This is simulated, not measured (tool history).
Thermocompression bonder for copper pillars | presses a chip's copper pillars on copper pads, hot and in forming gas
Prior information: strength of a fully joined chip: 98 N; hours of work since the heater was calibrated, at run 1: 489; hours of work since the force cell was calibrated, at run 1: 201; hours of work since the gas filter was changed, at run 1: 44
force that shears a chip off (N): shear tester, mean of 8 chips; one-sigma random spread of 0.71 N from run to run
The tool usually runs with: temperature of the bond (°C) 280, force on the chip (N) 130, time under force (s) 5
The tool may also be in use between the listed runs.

| run | hour | temperature of the bond (°C) | force on the chip (N) | time under force (s) | hours of work since the heater was calibrated | hours of work since the force cell was calibrated | hours of work since the gas filter was changed | force that shears a chip off (N) |
|---|---|---|---|---|---|---|---|---|
| 1 | 0 | 280 | 130 | 5 | 489 | 201 | 44 | 57.5 |
| 2 | 10.3 | 280 | 130 | 5 | 495 | 207 | 49 | 56.3 |
| 3 | 19.9 | 280 | 130 | 5 | 500 | 212 | 55 | 55.2 |
| 4 | 32.1 | 280 | 130 | 5 | 507 | 219 | 61 | 55.6 |
| 5 | 39.7 | 280 | 130 | 5 | 511 | 223 | 65 | 56 |
| 6 | 53.6 | 280 | 132 | 5 | 519 | 230 | 73 | 55.8 |
| 7 | 60.4 | 280 | 132 | 5 | 522 | 234 | 77 | 57.3 |
| 8 | 69.8 | 280 | 132 | 5 | 528 | 239 | 82 | 55.5 |
| 9 | 75.6 | 280 | 132 | 5 | 531 | 242 | 85 | 54.6 |
| 10 | 87.3 | 263 | 132 | 5 | 537 | 249 | 91 | 48 |
| 11 | 100.9 | 280 | 130 | 9 | 545 | 256 | 99 | 64.9 |
| 12 | 113.5 | 280 | 130 | 9 | 551 | 263 | 106 | 63 |
|  | 126 | forming gas filter changed |
| 13 | 126.2 | 280 | 100 | 5 | 558 | 270 | 0 | 49.6 |
| 14 | 140 | 280 | 130 | 5 | 566 | 277 | 8 | 57.4 |
| 15 | 151.9 | 280 | 130 | 5 | 572 | 284 | 14 | 56.8 |
| 16 | 158.9 | 280 | 130 | 5 | 576 | 288 | 18 | 57.7 |
| 17 | 170.9 | 280 | 130 | 5 | 583 | 294 | 25 | 58.1 |
| 18 | 184.1 | 280 | 130 | 5 | 590 | 302 | 32 | 58.9 |
|  | 186.4 | force cell calibrated |
| 19 | 193 | 255 | 130 | 5 | 594 | 4 | 36 | 46.7 |

Predict the results of run 20:
|  | 208.3 | force cell calibrated, once more |
| 20 | 208.3 | 255 | 130 | 3 | 601 | 0 | 43 | ? |

Logged for run 20: force that shears a chip off (N) 37.6.
On a tool with no hidden condition, and with the same random variation, this run would have come out at force that shears a chip off (N) 37.8.
